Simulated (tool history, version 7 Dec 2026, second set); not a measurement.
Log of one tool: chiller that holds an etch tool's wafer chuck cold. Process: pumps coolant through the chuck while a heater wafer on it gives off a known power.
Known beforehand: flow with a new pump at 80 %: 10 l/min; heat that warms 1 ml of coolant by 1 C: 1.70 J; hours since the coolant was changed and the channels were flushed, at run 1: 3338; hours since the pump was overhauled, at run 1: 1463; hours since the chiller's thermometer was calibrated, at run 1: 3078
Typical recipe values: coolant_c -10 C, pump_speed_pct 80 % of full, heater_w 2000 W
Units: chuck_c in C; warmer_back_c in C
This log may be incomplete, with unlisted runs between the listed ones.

run   hour  coolant_c  pump_speed_pct  heater_w  hours since the coolant was changed and the channels were flushed  hours since the pump was overhauled  hours since the chiller's thermometer was calibrated  chuck_c  warmer_back_c
  1      0        -10              80      2000                                                               3338                                 1463                                                  3078     14.2           7.07
  2   22.4        -10              80      2000                                                               3361                                 1485                                                  3100     14.3           7.01
  3   44.1        -10              80      2000                                                               3382                                 1507                                                  3122     14.4           6.99
  4   67.2        -10              80      2000                                                               3405                                 1530                                                  3145     14.5           7.01
  5   93.9         -2              80      2000                                                               3432                                 1556                                                  3172     22.4           6.94
  6  122.1        -10              80      2000                                                               3460                                 1585                                                  3200     14.2           6.91
  7  142.2        -10              80      2212                                                               3480                                 1605                                                  3220     16.9            7.6
  8  171.2        -10              80      2000                                                               3509                                 1634                                                  3249     14.4           6.91
  9  190.9        -10              80      2000                                                               3529                                 1653                                                  3269     14.3           6.78
 10  215.7        -10              80      2000                                                               3554                                 1678                                                  3293     14.3           6.81
 11  242.4        -10              80      2000                                                               3581                                 1705                                                  3320     14.3           6.76
 12    274        -10              80      2000                                                               3612                                 1737                                                  3352     14.4           6.73
 13  292.3        -10              80      1459                                                               3631                                 1755                                                  3370      7.9           4.81
 14  311.3        -10              65      2000                                                               3650                                 1774                                                  3389     19.1           8.44
       314  -- gauge calibrated
 15  328.3        -10              65      2000                                                               3666                                 1791                                                  3406     19.1           8.77
 16  362.3        -10              65      2000                                                               3701                                 1825                                                  3440     19.2           8.75
 17    386         -6              80      1230                                                               3724                                 1849                                                  3464        9           4.22
 18  421.2         -6              80      1230                                                               3759                                 1884                                                  3499        9           4.25
 19  443.5        -15              86      1114                                                               3782                                 1906                                                  3521     -2.4           3.45
 20    469        -15              86      1114                                                               3807                                 1932                                                  3547     -2.3           3.42
 21  495.9        -15              86      1114                                                               3834                                 1958                                                  3574     -2.3           3.38
 22  528.9         -8              72      1584                                                               3867                                 1991                                                  3607     13.1           6.02
 23  551.6         -9              80      2647                                                               3890                                 2014                                                  3629     23.1           8.99
 24  589.1         -6              80      2375                                                               3927                                 2052                                                  3667     22.9           8.05
 25  610.1         -6              80      2375                                                               3948                                 2073                                                  3688     22.8           8.02
 26    639        -10              80      2000                                                               3977                                 2102                                                  3717     14.1           6.68
 27  662.7        -12              80      2000                                                               4001                                 2125                                                  3740     12.2           6.67
 28  697.7        -12              80      2000                                                               4036                                 2160                                                  3775     12.2           6.57
 29  715.3        -12              80      2000                                                               4054                                 2178                                                  3793     12.3           6.57
 30  753.6        -12              80      2000                                                               4092                                 2216                                                  3831     12.5           6.51
 31  784.6        -12              80      2000                                                               4123                                 2247                                                  3862     12.3           6.48
 32  811.1        -12              80      2000                                                               4149                                 2274                                                  3889     12.3           6.43

Describe how what the log doesn't record of the tool's condition differs between the last listed run preceding each entry between runs and the first listed run following it.
After run 14, before run 15: gauge calibrated (hour 314)
  drift of the gauge itself on warmer_back_c, C: -0.4 -> -0.02
  what was measured, less what the result would be without the hidden state, warmer_back_c: -0.39 -> -0.02 C
